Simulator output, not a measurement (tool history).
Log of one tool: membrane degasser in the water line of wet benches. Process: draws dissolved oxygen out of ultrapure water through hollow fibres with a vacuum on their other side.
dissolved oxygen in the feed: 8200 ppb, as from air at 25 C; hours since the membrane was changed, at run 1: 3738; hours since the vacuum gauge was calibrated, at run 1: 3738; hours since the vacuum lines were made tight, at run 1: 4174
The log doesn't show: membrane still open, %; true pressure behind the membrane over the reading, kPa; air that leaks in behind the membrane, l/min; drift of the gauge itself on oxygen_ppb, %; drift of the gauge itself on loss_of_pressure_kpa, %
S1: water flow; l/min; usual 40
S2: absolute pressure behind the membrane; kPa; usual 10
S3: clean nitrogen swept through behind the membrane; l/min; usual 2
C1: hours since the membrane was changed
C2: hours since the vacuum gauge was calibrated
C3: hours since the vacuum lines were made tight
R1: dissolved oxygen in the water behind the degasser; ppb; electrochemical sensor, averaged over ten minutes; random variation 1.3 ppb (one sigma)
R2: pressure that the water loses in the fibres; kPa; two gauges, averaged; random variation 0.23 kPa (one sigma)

run 1 hour=0 | S1=40 S2=10 S3=2 | C1=3738 C2=3738 C3=4174 | R1=305.1 R2=56.75
run 2 hour=113.5 | S1=40 S2=10 S3=1.58 | C1=3851 C2=3851 C3=4288 | R1=372.1 R2=56.57
run 3 hour=200.5 | S1=40 S2=10 S3=1.58 | C1=3938 C2=3938 C3=4375 | R1=371 R2=56.71
run 4 hour=299 | S1=39 S2=10 S3=2 | C1=4037 C2=4037 C3=4473 | R1=299.5 R2=55.43
run 5 hour=371.8 | S1=39 S2=10 S3=2 | C1=4110 C2=4110 C3=4546 | R1=300.2 R2=55.29
run 6 hour=488.6 | S1=39 S2=10 S3=2.12 | C1=4226 C2=4226 C3=4663 | R1=284.9 R2=55.56
run 7 hour=616.9 | S1=39 S2=10 S3=2.12 | C1=4355 C2=4355 C3=4791 | R1=284.7 R2=55.43
run 8 hour=683.7 | S1=40 S2=7.8 S3=1.81 | C1=4421 C2=4421 C3=4858 | R1=233.2 R2=57.03
run 9 hour=761.9 | S1=25 S2=10 S3=4.86 | C1=4500 C2=4500 C3=4936 | R1=89.7 R2=35.74
run 10 hour=849.3 | S1=32 S2=7.2 S3=3.54 | C1=4587 C2=4587 C3=5024 | R1=92.8 R2=45.49
run 11 hour=953.4 | S1=32 S2=7.2 S3=3.54 | C1=4691 C2=4691 C3=5128 | R1=92.5 R2=45.68
run 12 hour=1036.9 | S1=39 S2=9.5 S3=2 | C1=4775 C2=4775 C3=5211 | R1=280.6 R2=55.76
run 13 hour=1187.4 | S1=29 S2=7.3 S3=5.04 | C1=4925 C2=4925 C3=5362 | R1=62.1 R2=41.15
run 14 hour=1280.5 | S1=29 S2=7.3 S3=5.04 | C1=5018 C2=5018 C3=5455 | R1=62.5 R2=41.55

Measured less the same run without the tool's hidden state. The same run-to-run variation is in both; the gauge's scatter may not be:
run=1 R1=+6 R2=+0.66
run=2 R1=+7.1 R2=+0.68
run=3 R1=+7.3 R2=+0.69
run=4 R1=+6.5 R2=+0.7
run=5 R1=+6.5 R2=+0.71
run=6 R1=+6.5 R2=+0.73
run=7 R1=+6.7 R2=+0.75
run=8 R1=+7.3 R2=+0.78
run=9 R1=+2.9 R2=+0.49
run=10 R1=+3.9 R2=+0.65
run=11 R1=+4 R2=+0.66
run=12 R1=+7.5 R2=+0.82
run=13 R1=+2.9 R2=+0.63
run=14 R1=+3 R2=+0.64
